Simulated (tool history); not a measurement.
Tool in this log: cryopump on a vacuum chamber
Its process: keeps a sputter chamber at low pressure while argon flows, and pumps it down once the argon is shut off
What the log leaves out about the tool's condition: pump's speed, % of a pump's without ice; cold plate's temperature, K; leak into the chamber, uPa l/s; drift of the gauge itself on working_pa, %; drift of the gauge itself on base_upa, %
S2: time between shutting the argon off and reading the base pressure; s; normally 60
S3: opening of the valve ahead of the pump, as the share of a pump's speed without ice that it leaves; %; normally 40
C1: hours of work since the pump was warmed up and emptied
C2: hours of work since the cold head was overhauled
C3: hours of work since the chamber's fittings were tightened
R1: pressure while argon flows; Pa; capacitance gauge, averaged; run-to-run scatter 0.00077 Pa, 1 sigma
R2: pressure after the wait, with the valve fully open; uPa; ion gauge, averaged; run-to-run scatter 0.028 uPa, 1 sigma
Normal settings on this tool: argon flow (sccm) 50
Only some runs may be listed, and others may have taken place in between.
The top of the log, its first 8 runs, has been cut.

{"run": 9, "day": 5.925, "argon flow (sccm)": 50, "S2": 60, "S3": 40, "C1": 607, "C2": 607, "C3": 1306, "R1": 0.1653, "R2": 1.88}
{"run": 10, "day": 6.883, "argon flow (sccm)": 50, "S2": 60, "S3": 40, "C1": 627, "C2": 627, "C3": 1326, "R1": 0.1675, "R2": 1.9}
{"run": 11, "day": 7.679, "argon flow (sccm)": 50, "S2": 60, "S3": 40, "C1": 644, "C2": 644, "C3": 1343, "R1": 0.1662, "R2": 1.92}
{"run": 12, "day": 8.662, "argon flow (sccm)": 50, "S2": 60, "S3": 40, "C1": 665, "C2": 665, "C3": 1363, "R1": 0.1696, "R2": 1.98}
{"run": 13, "day": 9.562, "argon flow (sccm)": 50, "S2": 60, "S3": 40, "C1": 684, "C2": 684, "C3": 1382, "R1": 0.1686, "R2": 1.96}
{"run": 14, "day": 10.188, "argon flow (sccm)": 50, "S2": 89, "S3": 40, "C1": 697, "C2": 697, "C3": 1395, "R1": 0.1692, "R2": 1.6}
{"run": 15, "day": 10.738, "argon flow (sccm)": 50, "S2": 89, "S3": 40, "C1": 708, "C2": 708, "C3": 1407, "R1": 0.1705, "R2": 1.6}
{"run": 16, "day": 11.538, "argon flow (sccm)": 50, "S2": 60, "S3": 56, "C1": 725, "C2": 725, "C3": 1424, "R1": 0.129, "R2": 1.99}
{"day": 11.804, "done": "pump warmed up, emptied and cooled again"}
{"run": 17, "day": 12.304, "argon flow (sccm)": 42, "S2": 27, "S3": 38, "C1": 10, "C2": 737, "C3": 1436, "R1": 0.1293, "R2": 3.06}
{"run": 18, "day": 13.092, "argon flow (sccm)": 42, "S2": 27, "S3": 38, "C1": 27, "C2": 754, "C3": 1452, "R1": 0.131, "R2": 3.09}
{"run": 19, "day": 13.721, "argon flow (sccm)": 50, "S2": 178, "S3": 40, "C1": 40, "C2": 767, "C3": 1465, "R1": 0.1471, "R2": 1.04}
{"run": 20, "day": 14.275, "argon flow (sccm)": 72, "S2": 207, "S3": 19, "C1": 52, "C2": 779, "C3": 1477, "R1": 0.4433, "R2": 1.0}
{"run": 21, "day": 15.183, "argon flow (sccm)": 27, "S2": 60, "S3": 40, "C1": 71, "C2": 798, "C3": 1496, "R1": 0.0799, "R2": 1.78}
{"run": 22, "day": 16.104, "argon flow (sccm)": 50, "S2": 83, "S3": 33, "C1": 90, "C2": 817, "C3": 1516, "R1": 0.1807, "R2": 1.51}
{"run": 23, "day": 16.75, "argon flow (sccm)": 50, "S2": 83, "S3": 33, "C1": 104, "C2": 831, "C3": 1529, "R1": 0.1801, "R2": 1.49}
{"run": 24, "day": 17.512, "argon flow (sccm)": 50, "S2": 83, "S3": 33, "C1": 120, "C2": 847, "C3": 1545, "R1": 0.1807, "R2": 1.54}
{"run": 25, "day": 18.183, "argon flow (sccm)": 33, "S2": 60, "S3": 40, "C1": 134, "C2": 861, "C3": 1559, "R1": 0.0996, "R2": 1.83}
{"run": 26, "day": 18.717, "argon flow (sccm)": 33, "S2": 60, "S3": 40, "C1": 145, "C2": 872, "C3": 1570, "R1": 0.0982, "R2": 1.81}
{"run": 27, "day": 19.488, "argon flow (sccm)": 33, "S2": 167, "S3": 23, "C1": 162, "C2": 888, "C3": 1587, "R1": 0.1701, "R2": 1.14}
{"run": 28, "day": 20.412, "argon flow (sccm)": 33, "S2": 43, "S3": 38, "C1": 181, "C2": 908, "C3": 1606, "R1": 0.1043, "R2": 2.33}
{"run": 29, "day": 21.304, "argon flow (sccm)": 41, "S2": 43, "S3": 38, "C1": 200, "C2": 926, "C3": 1625, "R1": 0.1312, "R2": 2.32}
{"run": 30, "day": 21.792, "argon flow (sccm)": 60, "S2": 223, "S3": 40, "C1": 210, "C2": 937, "C3": 1635, "R1": 0.1808, "R2": 1.06}
{"run": 31, "day": 22.608, "argon flow (sccm)": 50, "S2": 60, "S3": 29, "C1": 227, "C2": 954, "C3": 1652, "R1": 0.2082, "R2": 1.93}

What if the next run were any one of these 3? Each begins from the tool's condition after run 31:
{"run": "A", "day": 23.642, "argon flow (sccm)": 77, "S2": 25, "S3": 27, "C1": 249, "C2": 976, "C3": 1674, "R1": "?", "R2": "?"}
{"run": "B", "day": 23.642, "argon flow (sccm)": 30, "S2": 60, "S3": 40, "C1": 249, "C2": 976, "C3": 1674, "R1": "?", "R2": "?"}
{"run": "C", "day": 23.642, "argon flow (sccm)": 21, "S2": 36, "S3": 27, "C1": 249, "C2": 976, "C3": 1674, "R1": "?", "R2": "?"}

run=A R1=0.3439 R2=3.58
run=B R1=0.0907 R2=1.88
run=C R1=0.0944 R2=2.67
The same runs, with their run-to-run variation unchanged, on a tool lacking any hidden condition would have given:
run=A R1=0.3330 R2=3.00
run=B R1=0.0865 R2=1.32
run=C R1=0.0914 R2=2.10

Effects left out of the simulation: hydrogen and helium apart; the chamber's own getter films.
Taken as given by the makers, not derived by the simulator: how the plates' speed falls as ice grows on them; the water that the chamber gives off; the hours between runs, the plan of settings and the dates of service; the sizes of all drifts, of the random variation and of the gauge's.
